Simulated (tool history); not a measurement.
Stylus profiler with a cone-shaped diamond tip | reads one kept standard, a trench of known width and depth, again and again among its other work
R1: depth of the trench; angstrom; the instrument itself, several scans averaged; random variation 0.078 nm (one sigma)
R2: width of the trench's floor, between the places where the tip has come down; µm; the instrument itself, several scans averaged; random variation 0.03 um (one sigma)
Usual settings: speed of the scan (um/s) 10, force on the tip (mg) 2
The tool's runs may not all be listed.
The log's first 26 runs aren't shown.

run 27 hour=328 | speed_of_the_scan_(um/s)=4 force_on_the_tip_(mg)=2 | R1=5065.2 R2=16.64
run 28 hour=345.5 | speed_of_the_scan_(um/s)=6 force_on_the_tip_(mg)=0.8 | R1=5032.4 R2=16.62
run 29 hour=358.5 | speed_of_the_scan_(um/s)=32 force_on_the_tip_(mg)=2.03 | R1=5067.2 R2=16.39
run 30 hour=369.4 | speed_of_the_scan_(um/s)=21 force_on_the_tip_(mg)=4.38 | R1=5116.5 R2=16.61
run 31 hour=385.2 | speed_of_the_scan_(um/s)=2 force_on_the_tip_(mg)=1.07 | R1=5041.4 R2=16.63
run 32 hour=393.4 | speed_of_the_scan_(um/s)=21 force_on_the_tip_(mg)=0.73 | R1=5030.3 R2=16.46
run 33 hour=410.3 | speed_of_the_scan_(um/s)=21 force_on_the_tip_(mg)=0.73 | R1=5030.5 R2=16.44
run 34 hour=425.6 | speed_of_the_scan_(um/s)=21 force_on_the_tip_(mg)=0.73 | R1=5030.9 R2=16.37
run 35 hour=438.5 | speed_of_the_scan_(um/s)=5 force_on_the_tip_(mg)=1.02 | R1=5039.1 R2=16.57
run 36 hour=451.9 | speed_of_the_scan_(um/s)=3 force_on_the_tip_(mg)=1.05 | R1=5041.4 R2=16.67
run 37 hour=463.5 | speed_of_the_scan_(um/s)=10 force_on_the_tip_(mg)=5.96 | R1=5145.7 R2=16.67
run 38 hour=479.9 | speed_of_the_scan_(um/s)=10 force_on_the_tip_(mg)=4.18 | R1=5111.7 R2=16.61
run 39 hour=491.6 | speed_of_the_scan_(um/s)=28 force_on_the_tip_(mg)=1.85 | R1=5062.3 R2=16.38
run 40 hour=507.7 | speed_of_the_scan_(um/s)=3 force_on_the_tip_(mg)=0.7 | R1=5027.4 R2=16.58
run 41 hour=516.4 | speed_of_the_scan_(um/s)=3 force_on_the_tip_(mg)=0.7 | R1=5028.8 R2=16.61
run 42 hour=529.2 | speed_of_the_scan_(um/s)=3 force_on_the_tip_(mg)=0.7 | R1=5028 R2=16.57
run 43 hour=536.9 | speed_of_the_scan_(um/s)=3 force_on_the_tip_(mg)=0.7 | R1=5029.5 R2=16.63
run 44 hour=554.9 | speed_of_the_scan_(um/s)=8 force_on_the_tip_(mg)=2.7 | R1=5082.1 R2=16.6
run 45 hour=568.5 | speed_of_the_scan_(um/s)=37 force_on_the_tip_(mg)=1.97 | R1=5065.2 R2=16.35
run 46 hour=577.4 | speed_of_the_scan_(um/s)=37 force_on_the_tip_(mg)=1.97 | R1=5064.6 R2=16.39

5 ways to go on from here, each from the tool as it stands after run 46. What would each give?
run A hour=595.8 | speed_of_the_scan_(um/s)=37 force_on_the_tip_(mg)=1.72 | R1=? R2=?
run B hour=595.8 | speed_of_the_scan_(um/s)=19 force_on_the_tip_(mg)=4.94 | R1=? R2=?
run C hour=595.8 | speed_of_the_scan_(um/s)=3 force_on_the_tip_(mg)=1.56 | R1=? R2=?
run D hour=595.8 | speed_of_the_scan_(um/s)=10 force_on_the_tip_(mg)=3.23 | R1=? R2=?
run E hour=595.8 | speed_of_the_scan_(um/s)=2 force_on_the_tip_(mg)=2.48 | R1=? R2=?

run=A R1=5057.8 R2=16.3
run=B R1=5126.3 R2=16.5
run=C R1=5053.5 R2=16.57
run=D R1=5094.6 R2=16.56
run=E R1=5074.7 R2=16.58
Without the tool's hidden state the same runs would have given:
run=A R1=5065.4 R2=16.69
run=B R1=5134 R2=16.89
run=C R1=5061.1 R2=16.96
run=D R1=5102.2 R2=16.94
run=E R1=5082.3 R2=16.97
